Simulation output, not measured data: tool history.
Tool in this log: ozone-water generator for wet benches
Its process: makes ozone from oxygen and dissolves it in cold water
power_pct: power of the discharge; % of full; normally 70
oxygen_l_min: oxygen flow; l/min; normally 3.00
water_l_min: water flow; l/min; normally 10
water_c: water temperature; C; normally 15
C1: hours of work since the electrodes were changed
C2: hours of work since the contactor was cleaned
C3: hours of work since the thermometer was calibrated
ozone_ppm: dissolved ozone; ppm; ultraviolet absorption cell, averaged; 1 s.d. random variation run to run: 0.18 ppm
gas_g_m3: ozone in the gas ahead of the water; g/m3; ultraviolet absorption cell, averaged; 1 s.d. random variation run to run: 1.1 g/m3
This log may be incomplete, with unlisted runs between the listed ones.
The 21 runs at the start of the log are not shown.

Run 22, hour 1708.1: usual settings but oxygen_l_min 1.74 l/min, water_l_min 14 l/min; C1 2523; C2 2385; C3 2663. Result: ozone_ppm 18.3 ppm, gas_g_m3 259.6 g/m3.
Run 23, hour 1763.7: usual settings but power_pct 87 % of full, water_l_min 14 l/min, water_c 8 C; C1 2570; C2 2433; C3 2711. Result: ozone_ppm 22.6 ppm, gas_g_m3 202.0 g/m3.
Run 24, hour 1877.4: usual settings but oxygen_l_min 4.96 l/min, water_l_min 6 l/min; C1 2668; C2 2530; C3 2808. Result: ozone_ppm 25.7 ppm, gas_g_m3 124.9 g/m3.
Run 25, hour 1931.0: usual settings but power_pct 45 % of full, oxygen_l_min 4.43 l/min, water_l_min 6 l/min, water_c 14 C; C1 2714; C2 2576; C3 2854. Result: ozone_ppm 21.1 ppm, gas_g_m3 101.9 g/m3.
Run 26, hour 2004.4: usual settings but water_c 16 C; C1 2777; C2 2639; C3 2917. Result: ozone_ppm 22.6 ppm, gas_g_m3 173.1 g/m3.
Run 27, hour 2056.9: usual settings but water_l_min 7 l/min, water_c 16 C; C1 2822; C2 2684; C3 2962. Result: ozone_ppm 27.5 ppm, gas_g_m3 174.1 g/m3.
Run 28, hour 2131.8: usual settings but water_c 21 C; C1 2886; C2 2748; C3 3026. Result: ozone_ppm 20.4 ppm, gas_g_m3 175.5 g/m3.
Run 29, hour 2205.8: usual settings but water_c 21 C; C1 2949; C2 2811; C3 3090. Result: ozone_ppm 20.1 ppm, gas_g_m3 174.5 g/m3.
Run 30, hour 2280.9: usual settings but power_pct 48 % of full, oxygen_l_min 3.64 l/min, water_c 21 C; C1 3013; C2 2876; C3 3154. Result: ozone_ppm 15.5 ppm, gas_g_m3 119.6 g/m3.
Run 31, hour 2347.6: usual settings but power_pct 48 % of full, oxygen_l_min 3.64 l/min, water_c 21 C; C1 3071; C2 2933; C3 3211. Result: ozone_ppm 15.6 ppm, gas_g_m3 120.3 g/m3.
At hour 2384.7: contactor cleaned.
Run 32, hour 2427.1: usual settings but oxygen_l_min 2.78 l/min, water_l_min 7 l/min, water_c 12 C; C1 3135; C2 36; C3 3276. Result: ozone_ppm 30.6 ppm, gas_g_m3 183.3 g/m3.
Run 33, hour 2518.9: usual settings but oxygen_l_min 2.78 l/min, water_l_min 7 l/min, water_c 12 C; C1 3214; C2 115; C3 3355. Result: ozone_ppm 30.4 ppm, gas_g_m3 178.9 g/m3.
Run 34, hour 2574.3: usual settings but oxygen_l_min 2.87 l/min, water_c 13 C; C1 3261; C2 162; C3 3402. Result: ozone_ppm 23.9 ppm, gas_g_m3 177.4 g/m3.

Each row is a separate what-if for the run after 34, all from the same tool condition, not one after another. Results?
Run A, hour 2620.9: usual settings but power_pct 52 % of full, water_l_min 8 l/min, water_c 11 C; C1 3301; C2 202; C3 3442. Result: ozone_ppm ?, gas_g_m3 ?.
Run B, hour 2620.9: usual settings but power_pct 63 % of full, water_l_min 8 l/min; C1 3301; C2 202; C3 3442. Result: ozone_ppm ?, gas_g_m3 ?.
Run C, hour 2620.9: usual settings but power_pct 42 % of full, water_l_min 8 l/min, water_c 23 C; C1 3301; C2 202; C3 3442. Result: ozone_ppm ?, gas_g_m3 ?.

run  ozone_ppm  gas_g_m3
  A       23.2     144.6
  B       24.7     162.1
  C       16.6     125.6
Take away the tool's hidden state, keep each run's random variation, and the runs would have read:
run  ozone_ppm  gas_g_m3
  A       25.6     157.2
  B       27.6     178.4
  C       18.1     134.5
